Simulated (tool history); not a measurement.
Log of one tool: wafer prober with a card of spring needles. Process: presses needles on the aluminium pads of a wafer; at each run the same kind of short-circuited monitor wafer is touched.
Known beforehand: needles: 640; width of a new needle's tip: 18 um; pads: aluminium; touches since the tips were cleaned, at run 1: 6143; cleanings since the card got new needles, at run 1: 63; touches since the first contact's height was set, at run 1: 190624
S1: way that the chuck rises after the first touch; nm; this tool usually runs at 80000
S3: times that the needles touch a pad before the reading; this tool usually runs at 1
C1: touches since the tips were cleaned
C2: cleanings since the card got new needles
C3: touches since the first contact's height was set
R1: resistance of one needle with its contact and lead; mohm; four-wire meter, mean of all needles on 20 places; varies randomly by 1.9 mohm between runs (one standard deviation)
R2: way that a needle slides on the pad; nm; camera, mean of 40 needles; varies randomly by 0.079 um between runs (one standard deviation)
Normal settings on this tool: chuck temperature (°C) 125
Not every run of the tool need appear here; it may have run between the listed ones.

Run 1, hour 0.0: usual settings; C1 6143; C2 63; C3 190624. Result: R1 247 mohm, R2 19870 nm.
At hour 7.7: tips cleaned on abrasive film.
At hour 39.5: tips cleaned on abrasive film.
Run 2, hour 58.7: usual settings; C1 5249; C2 65; C3 206588. Result: R1 252 mohm, R2 19720 nm.
At hour 73.1: tips cleaned on abrasive film.
At hour 99.6: height of the first contact set anew.
At hour 107.0: tips cleaned on abrasive film.
Run 3, hour 107.0: usual settings; C1 0; C2 67; C3 2010. Result: R1 206 mohm, R2 19590 nm.
At hour 139.2: tips cleaned on abrasive film.
Run 4, hour 153.3: usual settings; C1 3854; C2 68; C3 14616. Result: R1 245 mohm, R2 19570 nm.
At hour 171.2: tips cleaned on abrasive film.
At hour 190.2: height of the first contact set anew, once more.
At hour 201.7: tips cleaned on abrasive film.
Run 5, hour 204.2: usual settings; C1 680; C2 70; C3 3782. Result: R1 216 mohm, R2 20100 nm.
At hour 234.4: tips cleaned on abrasive film.
Run 6, hour 263.4: usual settings but chuck temperature (°C) 49; C1 7905; C2 71; C3 19909. Result: R1 237 mohm, R2 20380 nm.
At hour 266.7: tips cleaned on abrasive film.
At hour 299.5: tips cleaned on abrasive film.
Run 7, hour 308.9: usual settings but chuck temperature (°C) 49; C1 2576; C2 73; C3 32290. Result: R1 226 mohm, R2 20080 nm.
At hour 332.2: tips cleaned on abrasive film.
Run 8, hour 360.9: usual settings; C1 7825; C2 74; C3 46432. Result: R1 251 mohm, R2 20060 nm.
At hour 365.5: tips cleaned on abrasive film.
At hour 396.1: tips cleaned on abrasive film.
Run 9, hour 420.2: usual settings; C1 6565; C2 76; C3 62556. Result: R1 248 mohm, R2 20140 nm.
At hour 428.4: tips cleaned on abrasive film.
At hour 462.1: tips cleaned on abrasive film.
Run 10, hour 465.0: usual settings but S3 2; C1 777; C2 78; C3 74732. Result: R1 210 mohm, R2 19950 nm.
At hour 494.3: tips cleaned on abrasive film.
Run 11, hour 508.3: usual settings but S3 2; C1 3837; C2 79; C3 86530. Result: R1 231 mohm, R2 20000 nm.
At hour 525.6: tips cleaned on abrasive film.
Run 12, hour 545.8: usual settings but S3 2; C1 5492; C2 80; C3 96720. Result: R1 227 mohm, R2 20140 nm.
At hour 558.5: tips cleaned on abrasive film.
Run 13, hour 584.6: usual settings but S1 83000 nm; C1 7124; C2 81; C3 107289. Result: R1 250 mohm, R2 20880 nm.
At hour 593.5: tips cleaned on abrasive film.
Run 14, hour 615.3: usual settings but S1 83000 nm, chuck temperature (°C) 67; C1 5948; C2 82; C3 115654. Result: R1 233 mohm, R2 20740 nm.
At hour 625.6: tips cleaned on abrasive film.
Run 15, hour 646.7: usual settings but S1 83000 nm, chuck temperature (°C) 67; C1 5770; C2 83; C3 124185. Result: R1 238 mohm, R2 20610 nm.
At hour 657.0: tips cleaned on abrasive film.
At hour 688.6: tips cleaned on abrasive film.
Run 16, hour 694.6: usual settings but S1 83000 nm, chuck temperature (°C) 67; C1 1633; C2 85; C3 137188. Result: R1 214 mohm, R2 20660 nm.
At hour 719.7: tips cleaned on abrasive film.
At hour 751.6: tips cleaned on abrasive film.
Run 17, hour 755.9: usual settings but S1 83000 nm, chuck temperature (°C) 67; C1 1163; C2 87; C3 153863. Result: R1 209 mohm, R2 20680 nm.
At hour 783.2: tips cleaned on abrasive film.
Run 18, hour 799.5: usual settings but S1 83000 nm, chuck temperature (°C) 67; C1 4441; C2 88; C3 165730. Result: R1 232 mohm, R2 20590 nm.
At hour 815.5: tips cleaned on abrasive film.
At hour 848.3: tips cleaned on abrasive film.
Run 19, hour 859.0: usual settings but S1 83000 nm, chuck temperature (°C) 66; C1 2908; C2 90; C3 181914. Result: R1 228 mohm, R2 20550 nm.
At hour 880.3: tips cleaned on abrasive film.
Run 20, hour 890.9: usual settings but S1 92000 nm, chuck temperature (°C) 26; C1 2895; C2 91; C3 190598. Result: R1 209 mohm, R2 22940 nm.
At hour 911.0: tips cleaned on abrasive film.
At hour 942.7: tips cleaned on abrasive film.
Run 21, hour 942.7: usual settings but S1 92000 nm, chuck temperature (°C) 26; C1 0; C2 93; C3 204673. Result: R1 181 mohm, R2 22690 nm.
At hour 974.2: tips cleaned on abrasive film.
Run 22, hour 975.6: usual settings but chuck temperature (°C) 26, S3 2; C1 368; C2 94; C3 213618. Result: R1 189 mohm, R2 19860 nm.
At hour 993.3: height of the first contact set anew.
At hour 1004.4: tips cleaned on abrasive film.
At hour 1034.8: tips cleaned on abrasive film.
Run 23, hour 1034.8: usual settings but chuck temperature (°C) 26, S3 2; C1 0; C2 96; C3 11258. Result: R1 181 mohm, R2 20150 nm.
At hour 1066.2: tips cleaned on abrasive film.
Run 24, hour 1086.7: usual settings but chuck temperature (°C) 26, S3 2; C1 5602; C2 97; C3 25413. Result: R1 215 mohm, R2 20150 nm.
At hour 1098.5: tips cleaned on abrasive film.
At hour 1130.5: tips cleaned on abrasive film.
Run 25, hour 1134.9: usual settings but S1 73000 nm, chuck temperature (°C) 49, S3 2; C1 1193; C2 99; C3 38492. Result: R1 202 mohm, R2 18360 nm.
At hour 1160.6: tips cleaned on abrasive film.
Run 26, hour 1178.3: usual settings but S1 79000 nm, chuck temperature (°C) 49; C1 4827; C2 100; C3 50324. Result: R1 238 mohm, R2 19900 nm.
At hour 1192.0: tips cleaned on abrasive film.
At hour 1224.1: tips cleaned on abrasive film.
Run 27, hour 1224.1: usual settings but S1 79000 nm, chuck temperature (°C) 49; C1 0; C2 102; C3 62753. Result: R1 189 mohm, R2 19810 nm.
At hour 1258.6: tips cleaned on abrasive film.
Run 28, hour 1273.6: usual settings but S1 79000 nm, chuck temperature (°C) 49; C1 4089; C2 103; C3 76244. Result: R1 244 mohm, R2 19920 nm.
At hour 1291.2: tips cleaned on abrasive film.
Run 29, hour 1305.8: usual settings but S3 2; C1 3983; C2 104; C3 84999. Result: R1 232 mohm, R2 20220 nm.

Run 30 is up next; what results do you expect?
At hour 1325.8: tips cleaned on abrasive film.
Run 30, hour 1353.6: usual settings but chuck temperature (°C) 37, S3 2; C1 7562; C2 105; C3 98006. Result: R1 ?, R2 ?.

Run 30 came out at R1 218 mohm, R2 20110 nm.
With no hidden state in the tool, this same run would have given R1 176 mohm, R2 20360 nm.
